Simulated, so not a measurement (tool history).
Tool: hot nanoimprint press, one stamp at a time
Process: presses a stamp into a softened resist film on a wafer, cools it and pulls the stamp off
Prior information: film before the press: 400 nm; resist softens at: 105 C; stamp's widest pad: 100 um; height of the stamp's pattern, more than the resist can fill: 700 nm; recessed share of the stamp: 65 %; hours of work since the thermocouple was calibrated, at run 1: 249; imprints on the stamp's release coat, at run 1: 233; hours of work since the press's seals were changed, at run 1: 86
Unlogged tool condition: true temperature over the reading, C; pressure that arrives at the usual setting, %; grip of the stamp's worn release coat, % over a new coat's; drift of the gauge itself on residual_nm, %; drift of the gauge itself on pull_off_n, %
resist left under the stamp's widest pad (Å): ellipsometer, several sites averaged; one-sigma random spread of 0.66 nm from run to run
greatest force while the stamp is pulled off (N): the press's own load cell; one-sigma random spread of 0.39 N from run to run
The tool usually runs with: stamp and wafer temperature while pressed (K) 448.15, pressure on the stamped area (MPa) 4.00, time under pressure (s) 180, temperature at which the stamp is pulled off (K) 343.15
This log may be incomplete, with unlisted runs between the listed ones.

run,hour,stamp and wafer temperature while pressed (K),pressure on the stamped area (MPa),time under pressure (s),temperature at which the stamp is pulled off (K),hours of work since the thermocouple was calibrated,imprints on the stamp's release coat,hours of work since the press's seals were changed,resist left under the stamp's widest pad (Å),greatest force while the stamp is pulled off (N)
1,0.0,448.15,4.00,180,343.15,249,233,86,2064,107.5
2,10.8,448.15,4.00,180,343.15,255,266,92,2067,107.8
3,25.3,448.15,4.00,180,343.15,264,311,100,2060,107.2
4,42.6,458.15,4.00,180,343.15,273,363,110,1434,108.0
5,58.7,448.15,5.76,180,343.15,283,413,119,1713,108.4
6,69.5,448.15,5.76,249,343.15,289,445,125,1528,108.1
7,79.9,444.15,4.00,180,343.15,295,477,131,2388,109.0
# hour 100.5: stamp cleaned and given a new release coat
8,100.6,444.15,4.00,180,343.15,303,0,139,2387,107.3
9,110.7,444.15,4.00,180,343.15,309,31,145,2385,107.2
10,128.6,444.15,4.00,180,343.15,319,86,155,2369,107.7
11,145.3,444.15,3.62,180,337.15,328,137,165,2486,127.7
12,166.8,457.15,3.55,146,337.15,341,202,177,1712,128.2
13,180.3,443.15,3.36,146,345.15,348,244,185,2789,102.8
14,196.0,443.15,3.36,146,345.15,357,292,194,2803,102.0
15,210.9,448.15,2.54,180,343.15,366,337,202,2543,108.4
16,223.4,448.15,4.00,144,340.15,373,375,209,2217,118.6
17,232.8,440.15,3.50,180,343.15,378,404,215,2858,108.4
18,248.6,440.15,3.50,180,343.15,387,452,224,2847,108.8
19,261.1,440.15,3.50,180,339.15,394,490,231,2858,122.0

The next listed run, before its measurement:
# hour 276.5: stamp cleaned and given a new release coat
20,276.5,442.15,4.30,180,339.15,400,0,236,?,?

resist left under the stamp's widest pad (Å): 2463
greatest force while the stamp is pulled off (N): 121.5
With the hidden condition absent and the run-to-run variation left alone, this run would have shown resist left under the stamp's widest pad (Å) 2467, greatest force while the stamp is pulled off (N) 119.9.

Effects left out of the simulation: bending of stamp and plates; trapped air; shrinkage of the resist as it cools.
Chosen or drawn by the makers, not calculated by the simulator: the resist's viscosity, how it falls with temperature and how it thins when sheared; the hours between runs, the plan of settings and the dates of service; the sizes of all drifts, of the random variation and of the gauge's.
